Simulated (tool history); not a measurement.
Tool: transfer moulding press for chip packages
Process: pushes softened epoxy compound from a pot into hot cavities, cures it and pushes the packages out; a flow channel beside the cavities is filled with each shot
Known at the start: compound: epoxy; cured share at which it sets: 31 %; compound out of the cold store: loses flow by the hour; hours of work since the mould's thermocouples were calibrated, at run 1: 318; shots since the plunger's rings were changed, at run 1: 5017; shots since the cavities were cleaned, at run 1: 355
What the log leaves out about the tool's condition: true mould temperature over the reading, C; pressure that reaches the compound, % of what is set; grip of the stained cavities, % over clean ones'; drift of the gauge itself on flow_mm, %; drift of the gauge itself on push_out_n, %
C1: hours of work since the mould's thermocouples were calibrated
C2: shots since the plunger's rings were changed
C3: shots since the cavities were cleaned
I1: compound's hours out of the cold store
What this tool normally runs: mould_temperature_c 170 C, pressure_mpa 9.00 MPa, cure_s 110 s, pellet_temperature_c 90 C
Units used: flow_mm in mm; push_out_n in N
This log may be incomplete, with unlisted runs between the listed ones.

run 1 hour=0.0 | mould_temperature_c=170 pressure_mpa=9.00 cure_s=110 pellet_temperature_c=90 | C1=318 C2=5017 C3=355 | I1=15.8 | flow_mm=916 push_out_n=630
-- hour=14.9 cavities cleaned with cleaning compound and waxed
-- hour=67.6 cavities cleaned with cleaning compound and waxed
run 2 hour=82.7 | mould_temperature_c=170 pressure_mpa=9.00 cure_s=110 pellet_temperature_c=90 | C1=365 C2=5783 C3=145 | I1=14.9 | flow_mm=912 push_out_n=476
-- hour=98.9 plunger's sealing rings changed
-- hour=119.5 cavities cleaned with cleaning compound and waxed
run 3 hour=124.6 | mould_temperature_c=177 pressure_mpa=9.00 cure_s=110 pellet_temperature_c=90 | C1=388 C2=232 C3=49 | I1=27.4 | flow_mm=896 push_out_n=367
-- hour=172.4 cavities cleaned with cleaning compound and waxed
run 4 hour=188.0 | mould_temperature_c=170 pressure_mpa=9.00 cure_s=110 pellet_temperature_c=90 | C1=425 C2=827 C3=150 | I1=10.5 | flow_mm=982 push_out_n=513
-- hour=227.5 cavities cleaned with cleaning compound and waxed
run 5 hour=273.5 | mould_temperature_c=170 pressure_mpa=9.00 cure_s=110 pellet_temperature_c=90 | C1=475 C2=1635 C3=442 | I1=28.2 | flow_mm=903 push_out_n=612
-- hour=283.3 cavities cleaned with cleaning compound and waxed
-- hour=332.2 cavities cleaned with cleaning compound and waxed
run 6 hour=348.7 | mould_temperature_c=170 pressure_mpa=9.00 cure_s=110 pellet_temperature_c=90 | C1=518 C2=2328 C3=158 | I1=45.9 | flow_mm=813 push_out_n=506
-- hour=384.5 cavities cleaned with cleaning compound and waxed
-- hour=400.8 mould's thermocouples calibrated
-- hour=435.8 cavities cleaned with cleaning compound and waxed
run 7 hour=442.7 | mould_temperature_c=170 pressure_mpa=9.00 cure_s=121 pellet_temperature_c=90 | C1=24 C2=3184 C3=66 | I1=30.2 | flow_mm=870 push_out_n=386
-- hour=491.4 cavities cleaned with cleaning compound and waxed
run 8 hour=495.8 | mould_temperature_c=170 pressure_mpa=9.00 cure_s=110 pellet_temperature_c=96 | C1=55 C2=3680 C3=42 | I1=13.4 | flow_mm=937 push_out_n=408
-- hour=540.8 cavities cleaned with cleaning compound and waxed
run 9 hour=563.7 | mould_temperature_c=170 pressure_mpa=9.00 cure_s=110 pellet_temperature_c=96 | C1=94 C2=4319 C3=220 | I1=19.6 | flow_mm=906 push_out_n=524
-- hour=591.4 cavities cleaned with cleaning compound and waxed
run 10 hour=618.2 | mould_temperature_c=170 pressure_mpa=9.00 cure_s=110 pellet_temperature_c=88 | C1=126 C2=4829 C3=258 | I1=30.1 | flow_mm=853 push_out_n=544
-- hour=645.0 cavities cleaned with cleaning compound and waxed
-- hour=699.1 cavities cleaned with cleaning compound and waxed
run 11 hour=707.3 | mould_temperature_c=170 pressure_mpa=9.00 cure_s=110 pellet_temperature_c=88 | C1=177 C2=5655 C3=78 | I1=41.1 | flow_mm=800 push_out_n=412
-- hour=733.6 plunger's sealing rings changed
-- hour=752.5 cavities cleaned with cleaning compound and waxed
run 12 hour=770.7 | mould_temperature_c=170 pressure_mpa=9.00 cure_s=131 pellet_temperature_c=90 | C1=213 C2=342 C3=175 | I1=27.8 | flow_mm=899 push_out_n=441
-- hour=803.5 cavities cleaned with cleaning compound and waxed
run 13 hour=839.4 | mould_temperature_c=173 pressure_mpa=7.32 cure_s=121 pellet_temperature_c=81 | C1=253 C2=988 C3=345 | I1=42.5 | flow_mm=757 push_out_n=537
-- hour=856.8 cavities cleaned with cleaning compound and waxed
run 14 hour=890.4 | mould_temperature_c=173 pressure_mpa=7.32 cure_s=121 pellet_temperature_c=81 | C1=282 C2=1464 C3=323 | I1=21.2 | flow_mm=829 push_out_n=506
-- hour=907.3 cavities cleaned with cleaning compound and waxed
-- hour=957.6 cavities cleaned with cleaning compound and waxed
run 15 hour=984.5 | mould_temperature_c=173 pressure_mpa=7.32 cure_s=121 pellet_temperature_c=81 | C1=336 C2=2339 C3=258 | I1=8.6 | flow_mm=872 push_out_n=494
-- hour=1011.2 cavities cleaned with cleaning compound and waxed
-- hour=1063.9 cavities cleaned with cleaning compound and waxed
run 16 hour=1076.5 | mould_temperature_c=170 pressure_mpa=9.00 cure_s=120 pellet_temperature_c=86 | C1=390 C2=3195 C3=122 | I1=9.1 | flow_mm=976 push_out_n=438
-- hour=1117.9 cavities cleaned with cleaning compound and waxed
run 17 hour=1139.6 | mould_temperature_c=174 pressure_mpa=7.87 cure_s=114 pellet_temperature_c=100 | C1=426 C2=3787 C3=209 | I1=21.2 | flow_mm=830 push_out_n=471
-- hour=1169.1 cavities cleaned with cleaning compound and waxed
run 18 hour=1207.0 | mould_temperature_c=170 pressure_mpa=9.00 cure_s=110 pellet_temperature_c=91 | C1=466 C2=4421 C3=365 | I1=36.6 | flow_mm=827 push_out_n=581
-- hour=1220.3 cavities cleaned with cleaning compound and waxed
-- hour=1270.5 cavities cleaned with cleaning compound and waxed
run 19 hour=1295.7 | mould_temperature_c=170 pressure_mpa=9.00 cure_s=110 pellet_temperature_c=91 | C1=517 C2=5245 C3=243 | I1=27.2 | flow_mm=849 push_out_n=513
-- hour=1323.3 cavities cleaned with cleaning compound and waxed
-- hour=1350.4 mould's thermocouples calibrated
-- hour=1367.0 plunger's sealing rings changed
-- hour=1379.7 cavities cleaned with cleaning compound and waxed
run 20 hour=1379.7 | mould_temperature_c=170 pressure_mpa=9.00 cure_s=110 pellet_temperature_c=91 | C1=15 C2=108 C3=0 | I1=34.2 | flow_mm=892 push_out_n=358
run 21 hour=1426.8 | mould_temperature_c=171 pressure_mpa=9.00 cure_s=110 pellet_temperature_c=93 | C1=43 C2=561 C3=453 | I1=9.0 | flow_mm=999 push_out_n=608
-- hour=1435.2 cavities cleaned with cleaning compound and waxed
-- hour=1486.9 cavities cleaned with cleaning compound and waxed
run 22 hour=1504.7 | mould_temperature_c=175 pressure_mpa=8.04 cure_s=135 pellet_temperature_c=84 | C1=88 C2=1280 C3=170 | I1=44.6 | flow_mm=773 push_out_n=428
-- hour=1538.7 cavities cleaned with cleaning compound and waxed
-- hour=1591.3 cavities cleaned with cleaning compound and waxed
run 23 hour=1597.0 | mould_temperature_c=175 pressure_mpa=8.04 cure_s=135 pellet_temperature_c=84 | C1=141 C2=2139 C3=54 | I1=34.2 | flow_mm=808 push_out_n=362
-- hour=1640.9 cavities cleaned with cleaning compound and waxed
run 24 hour=1650.1 | mould_temperature_c=178 pressure_mpa=8.04 cure_s=135 pellet_temperature_c=99 | C1=172 C2=2635 C3=88 | I1=19.6 | flow_mm=832 push_out_n=387

Hidden state or all else? Some run-to-run changes of flow_mm, split into what the settings, what came in and random variation would give without the hidden state, and what is left for the hidden state (with any gauge scatter that isn't in both results):
Run 2 -> 3: mould_temperature_c 170 -> 177, plunger's sealing rings changed, cavities cleaned with cleaning compound and waxed. flow_mm -16 mm: hidden state +64, all else -80.
Run 11 -> 12: cure_s 110 -> 131, pellet_temperature_c 88 -> 90, plunger's sealing rings changed, cavities cleaned with cleaning compound and waxed. flow_mm +99 mm: hidden state +55, all else +44.
Run 16 -> 17: mould_temperature_c 170 -> 174, pressure_mpa 9.00 -> 7.87, cure_s 120 -> 114, pellet_temperature_c 86 -> 100, cavities cleaned with cleaning compound and waxed. flow_mm -146 mm: hidden state +0, all else -146.
Run 21 -> 22: mould_temperature_c 171 -> 175, pressure_mpa 9.00 -> 8.04, cure_s 110 -> 135, pellet_temperature_c 93 -> 84, cavities cleaned with cleaning compound and waxed, cavities cleaned with cleaning compound and waxed. flow_mm -226 mm: hidden state -3, all else -223.

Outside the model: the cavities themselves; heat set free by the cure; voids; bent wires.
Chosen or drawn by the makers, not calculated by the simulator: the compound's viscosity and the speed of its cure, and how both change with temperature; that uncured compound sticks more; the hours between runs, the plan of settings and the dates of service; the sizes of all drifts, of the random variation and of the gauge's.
